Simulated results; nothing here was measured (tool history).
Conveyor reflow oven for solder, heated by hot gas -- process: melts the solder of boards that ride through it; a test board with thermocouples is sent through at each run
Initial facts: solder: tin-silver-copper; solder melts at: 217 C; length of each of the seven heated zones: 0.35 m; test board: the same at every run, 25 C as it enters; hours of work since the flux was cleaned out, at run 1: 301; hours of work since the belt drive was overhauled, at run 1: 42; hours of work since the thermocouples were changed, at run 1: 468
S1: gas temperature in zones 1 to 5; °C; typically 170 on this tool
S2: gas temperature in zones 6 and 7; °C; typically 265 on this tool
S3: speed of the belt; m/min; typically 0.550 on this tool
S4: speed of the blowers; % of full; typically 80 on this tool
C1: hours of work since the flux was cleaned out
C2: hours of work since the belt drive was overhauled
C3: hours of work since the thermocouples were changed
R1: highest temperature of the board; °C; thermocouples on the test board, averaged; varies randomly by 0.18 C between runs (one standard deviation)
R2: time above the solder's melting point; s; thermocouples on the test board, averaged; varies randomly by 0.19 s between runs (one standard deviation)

Run 1, day 0.000: usual settings; C1 301; C2 42; C3 468. Result: R1 251.0 °C, R2 55.0 s.
Run 2, day 0.300: usual settings; C1 305; C2 46; C3 471. Result: R1 251.1 °C, R2 55.1 s.
Run 3, day 0.667: usual settings but S4 63 % of full; C1 309; C2 50; C3 476. Result: R1 248.1 °C, R2 51.9 s.
Run 4, day 0.975: usual settings but S4 63 % of full; C1 313; C2 53; C3 479. Result: R1 248.2 °C, R2 51.9 s.
Run 5, day 1.429: usual settings but S3 0.485 m/min; C1 318; C2 59; C3 485. Result: R1 254.7 °C, R2 66.5 s.
Run 6, day 1.629: usual settings but S2 278 °C; C1 320; C2 61; C3 487. Result: R1 262.3 °C, R2 62.1 s.
Run 7, day 1.883: usual settings but S1 158 °C; C1 323; C2 64; C3 490. Result: R1 249.0 °C, R2 49.8 s.
Run 8, day 2.150: usual settings but S1 162 °C; C1 326; C2 67; C3 493. Result: R1 249.7 °C, R2 51.4 s.
Run 9, day 2.438: usual settings but S1 162 °C; C1 330; C2 70; C3 496. Result: R1 249.6 °C, R2 51.3 s.
Run 10, day 2.696: usual settings; C1 333; C2 73; C3 499. Result: R1 250.8 °C, R2 54.8 s.
Run 11, day 2.958: usual settings; C1 336; C2 77; C3 502. Result: R1 251.2 °C, R2 54.9 s.
Run 12, day 3.254: usual settings; C1 339; C2 80; C3 506. Result: R1 250.9 °C, R2 54.9 s.
Run 13, day 3.450: usual settings; C1 342; C2 82; C3 508. Result: R1 251.1 °C, R2 54.9 s.
Run 14, day 3.783: usual settings; C1 345; C2 86; C3 512. Result: R1 250.7 °C, R2 55.0 s.
At day 4.021: flux residue cleaned out of gas plates and filters.
Run 15, day 4.317: usual settings; C1 3; C2 90; C3 516. Result: R1 253.4 °C, R2 57.3 s.
Run 16, day 4.592: usual settings; C1 7; C2 93; C3 519. Result: R1 253.2 °C, R2 57.3 s.
Run 17, day 5.042: usual settings; C1 12; C2 98; C3 524. Result: R1 253.4 °C, R2 57.4 s.
Run 18, day 5.329: usual settings but S1 181 °C; C1 15; C2 102; C3 528. Result: R1 255.1 °C, R2 62.3 s.
Run 19, day 5.775: usual settings but S1 179 °C, S3 0.604 m/min, S4 83 % of full; C1 20; C2 107; C3 533. Result: R1 252.4 °C, R2 54.0 s.
Run 20, day 6.000: usual settings but S3 0.548 m/min; C1 23; C2 110; C3 535. Result: R1 253.3 °C, R2 57.9 s.
Run 21, day 6.188: usual settings but S3 0.548 m/min; C1 25; C2 112; C3 538. Result: R1 253.5 °C, R2 58.0 s.
Run 22, day 6.638: usual settings but S3 0.455 m/min, S4 84 % of full; C1 31; C2 117; C3 543. Result: R1 259.0 °C, R2 75.7 s.
Run 23, day 6.842: usual settings but S1 168 °C, S2 262 °C, S4 69 % of full; C1 33; C2 119; C3 545. Result: R1 248.3 °C, R2 52.9 s.
Run 24, day 7.046: usual settings but S2 257 °C, S3 0.543 m/min, S4 63 % of full; C1 35; C2 122; C3 548. Result: R1 243.7 °C, R2 49.1 s.
Run 25, day 7.446: usual settings but S2 257 °C, S3 0.543 m/min, S4 63 % of full; C1 40; C2 126; C3 552. Result: R1 243.9 °C, R2 49.4 s.
Run 26, day 7.879: usual settings but S2 262 °C; C1 45; C2 131; C3 557. Result: R1 250.7 °C, R2 55.3 s.
Run 27, day 8.121: usual settings but S1 164 °C, S2 256 °C, S3 0.611 m/min, S4 57 % of full; C1 48; C2 134; C3 560. Result: R1 236.1 °C, R2 33.4 s.
Run 28, day 8.438: usual settings but S1 178 °C, S3 0.453 m/min, S4 72 % of full; C1 51; C2 138; C3 564. Result: R1 258.2 °C, R2 78.4 s.
Run 29, day 8.900: usual settings but S1 178 °C, S3 0.453 m/min, S4 72 % of full; C1 57; C2 143; C3 569. Result: R1 258.4 °C, R2 78.2 s.
Run 30, day 9.162: usual settings but S3 0.468 m/min, S4 67 % of full; C1 60; C2 146; C3 572. Result: R1 255.9 °C, R2 70.1 s.
Run 31, day 9.621: usual settings but S2 266 °C, S3 0.468 m/min, S4 77 % of full; C1 65; C2 152; C3 578. Result: R1 258.2 °C, R2 72.1 s.

Branching from run 31: 3 alternative next runs. What would each branch give?
Run A, day 9.917: usual settings but S2 266 °C, S3 0.455 m/min, S4 77 % of full; C1 69; C2 155; C3 581. Result: R1 ?, R2 ?.
Run B, day 9.917: usual settings but S2 266 °C, S3 0.468 m/min, S4 89 % of full; C1 69; C2 155; C3 581. Result: R1 ?, R2 ?.
Run C, day 9.917: usual settings but S1 184 °C, S3 0.649 m/min; C1 69; C2 155; C3 581. Result: R1 ?, R2 ?.

run     R1    R2
  A  259.2  75.1
  B  259.6  73.7
  C  250.7  50.2
What these runs would have given with no unlogged condition in the tool:
run     R1    R2
  A  257.2  73.7
  B  257.6  72.4
  C  249.0  49.1
